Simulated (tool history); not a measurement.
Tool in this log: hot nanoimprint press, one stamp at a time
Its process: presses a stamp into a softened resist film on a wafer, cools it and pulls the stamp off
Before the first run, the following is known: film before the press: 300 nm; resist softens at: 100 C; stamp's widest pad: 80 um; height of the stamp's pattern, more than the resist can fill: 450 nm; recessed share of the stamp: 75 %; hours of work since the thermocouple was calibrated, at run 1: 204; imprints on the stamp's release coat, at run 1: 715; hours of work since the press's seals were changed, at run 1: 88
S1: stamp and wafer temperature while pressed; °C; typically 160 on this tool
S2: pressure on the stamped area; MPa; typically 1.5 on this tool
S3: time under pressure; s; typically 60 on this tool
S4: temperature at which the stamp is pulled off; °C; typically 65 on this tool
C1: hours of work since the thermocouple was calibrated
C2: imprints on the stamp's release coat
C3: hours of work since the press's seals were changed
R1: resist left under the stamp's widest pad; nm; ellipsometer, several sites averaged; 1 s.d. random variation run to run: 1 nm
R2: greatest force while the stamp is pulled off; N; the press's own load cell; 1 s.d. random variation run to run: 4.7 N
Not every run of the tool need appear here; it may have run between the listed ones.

run   hour   S1    S2  S3  S4   C1    C2   C3     R1   R2
  1      0  160   1.5  60  65  204   715   88  148.1  254
  2    8.7  160   1.5  60  65  209   743   92  147.3  261
  3   14.1  160   1.5  60  60  211   760   95  148.3  285
  4   20.9  160   1.5  60  65  215   781   99    148  255
  5   26.1  160   1.5  60  65  218   798  101  146.3  255
  6   32.8  160  1.26  60  65  221   819  105  162.2  264
  7   40.6  160  1.26  60  65  225   844  109  162.8  268
  8   45.5  160  1.26  60  65  228   859  111  161.7  266
  9   52.5  160  1.26  60  61  231   882  115  161.7  282
 10   58.8  160   1.5  60  65  235   902  118  146.6  262
 11   66.9  160   1.5  60  65  239   927  122    148  261
 12   76.4  160   1.5  60  65  244   958  127  148.9  266
 13   82.5  168   1.5  60  65  247   977  131  112.2  260
 14   87.5  160   1.5  60  65  250   993  133  148.4  263
 15   94.2  160   1.5  60  65  253  1014  137  148.8  281
 16  102.8  165   1.5  60  58  258  1041  141  125.3  304
 17  111.5  167  2.23  43  72  262  1069  146  103.1  234
 18  118.1  167  2.23  43  72  266  1090  149  104.2  232
 19  125.5  160  2.23  60  66  269  1113  153  119.9  262
 20  134.6  160  1.13  60  55  274  1142  158  172.1  328
 21  139.9  160  1.13  60  55  277  1159  160    172  330
 22  149.2  160   1.5  96  68  282  1188  165  127.1  252
 23  156.1  160   1.5  78  65  285  1210  169    138  272
 24  160.6  160   1.5  79  60  288  1225  171  135.8  313
 25  167.6  160   1.5  79  60  291  1247  175  134.2  313
 26  174.7  169   1.1  86  52  295  1269  179    116  354
 27  179.6  158  1.25  67  66  298  1285  181  169.4  272
 28    188  158  1.25  67  66  302  1312  185  170.8  273
 29  196.1  158  1.25  67  66  306  1337  190  170.6  285

Branching from run 29: 5 alternative next runs. What would each branch give?
  A  204.4  160  2.09  60  65  310  1364  194   ?   ?
  B  204.4  158  1.56  67  66  310  1364  194   ?   ?
  C  204.4  158  1.24  41  54  310  1364  194   ?   ?
  D  204.4  156  1.25  67  66  310  1364  194   ?   ?
  E  204.4  155  1.25  67  60  310  1364  194   ?   ?

run     R1   R2
  A    124  277
  B  153.8  274
  C  194.7  339
  D  181.4  273
  E  187.3  302
With the hidden condition removed and each run's random variation left untouched, the same runs would have given:
run     R1   R2
  A  118.4  228
  B  147.5  225
  C  188.3  279
  D  174.8  224
  E  180.7  248

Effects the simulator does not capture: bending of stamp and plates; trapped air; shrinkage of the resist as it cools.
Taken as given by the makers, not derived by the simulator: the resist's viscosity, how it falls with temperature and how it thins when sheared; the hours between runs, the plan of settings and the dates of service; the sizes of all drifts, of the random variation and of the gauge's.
